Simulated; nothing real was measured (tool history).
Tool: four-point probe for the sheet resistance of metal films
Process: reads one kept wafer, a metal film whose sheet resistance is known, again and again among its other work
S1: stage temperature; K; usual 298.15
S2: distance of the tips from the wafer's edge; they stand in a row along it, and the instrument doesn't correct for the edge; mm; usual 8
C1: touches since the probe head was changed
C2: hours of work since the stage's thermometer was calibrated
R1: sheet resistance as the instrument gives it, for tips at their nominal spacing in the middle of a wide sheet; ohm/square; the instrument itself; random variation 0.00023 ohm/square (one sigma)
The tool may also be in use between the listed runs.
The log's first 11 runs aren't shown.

{"run": 12, "hour": 401.4, "S1": 298.15, "S2": 46, "C1": 42238, "C2": 672, "R1": 1.150547}
{"run": 13, "hour": 448.2, "S1": 298.15, "S2": 8, "C1": 43227, "C2": 694, "R1": 1.165275}
{"run": 14, "hour": 484.9, "S1": 298.15, "S2": 8, "C1": 44001, "C2": 711, "R1": 1.165367}
{"run": 15, "hour": 526.6, "S1": 298.15, "S2": 19, "C1": 44882, "C2": 730, "R1": 1.152646}
{"run": 16, "hour": 568.6, "S1": 298.15, "S2": 19, "C1": 45768, "C2": 749, "R1": 1.152262}
{"run": 17, "hour": 608.0, "S1": 298.15, "S2": 19, "C1": 46602, "C2": 767, "R1": 1.152194}
{"run": 18, "hour": 627.5, "S1": 298.15, "S2": 7, "C1": 47014, "C2": 776, "R1": 1.169787}
{"run": 19, "hour": 646.8, "S1": 306.15, "S2": 65, "C1": 47421, "C2": 785, "R1": 1.15156}
{"run": 20, "hour": 689.5, "S1": 306.15, "S2": 65, "C1": 48324, "C2": 805, "R1": 1.15188}
{"run": 21, "hour": 716.2, "S1": 306.15, "S2": 65, "C1": 48887, "C2": 817, "R1": 1.151099}
{"run": 22, "hour": 744.4, "S1": 294.15, "S2": 47, "C1": 49482, "C2": 830, "R1": 1.148573}
{"run": 23, "hour": 772.2, "S1": 292.15, "S2": 16, "C1": 50070, "C2": 843, "R1": 1.151838}
{"run": 24, "hour": 795.6, "S1": 295.15, "S2": 13, "C1": 50563, "C2": 854, "R1": 1.154078}
{"run": 25, "hour": 822.4, "S1": 295.15, "S2": 13, "C1": 51129, "C2": 866, "R1": 1.154084}
{"run": 26, "hour": 867.5, "S1": 295.15, "S2": 13, "C1": 52082, "C2": 887, "R1": 1.153959}
{"run": 27, "hour": 895.6, "S1": 291.15, "S2": 13, "C1": 52677, "C2": 900, "R1": 1.153222}
{"run": 28, "hour": 914.4, "S1": 291.15, "S2": 7, "C1": 53074, "C2": 909, "R1": 1.167315}
{"run": 29, "hour": 949.6, "S1": 295.15, "S2": 19, "C1": 53816, "C2": 925, "R1": 1.150692}
{"run": 30, "hour": 979.7, "S1": 295.15, "S2": 19, "C1": 54452, "C2": 939, "R1": 1.150778}
{"run": 31, "hour": 1011.9, "S1": 295.15, "S2": 49, "C1": 55132, "C2": 953, "R1": 1.14802}
{"run": 32, "hour": 1039.6, "S1": 304.15, "S2": 8, "C1": 55718, "C2": 966, "R1": 1.165405}
{"run": 33, "hour": 1083.8, "S1": 302.15, "S2": 14, "C1": 56651, "C2": 987, "R1": 1.154077}
{"run": 34, "hour": 1102.6, "S1": 302.15, "S2": 14, "C1": 57048, "C2": 995, "R1": 1.1538}
{"run": 35, "hour": 1124.5, "S1": 301.15, "S2": 14, "C1": 57512, "C2": 1005, "R1": 1.153832}
{"run": 36, "hour": 1158.4, "S1": 304.15, "S2": 33, "C1": 58227, "C2": 1021, "R1": 1.150289}

5 ways to go on from here, each from the tool as it stands after run 36. What would each give?
{"run": "A", "hour": 1204.6, "S1": 292.15, "S2": 24, "C1": 59203, "C2": 1042, "R1": "?"}
{"run": "B", "hour": 1204.6, "S1": 305.15, "S2": 5, "C1": 59203, "C2": 1042, "R1": "?"}
{"run": "C", "hour": 1204.6, "S1": 307.15, "S2": 19, "C1": 59203, "C2": 1042, "R1": "?"}
{"run": "D", "hour": 1204.6, "S1": 298.15, "S2": 67, "C1": 59203, "C2": 1042, "R1": "?"}
{"run": "E", "hour": 1204.6, "S1": 291.15, "S2": 15, "C1": 59203, "C2": 1042, "R1": "?"}

run=A R1=1.147789
run=B R1=1.187868
run=C R1=1.152980
run=D R1=1.147944
run=E R1=1.150698
Without the tool's hidden state the same runs would have given:
run=A R1=1.159157
run=B R1=1.199543
run=C R1=1.164329
run=D R1=1.159285
run=E R1=1.162098
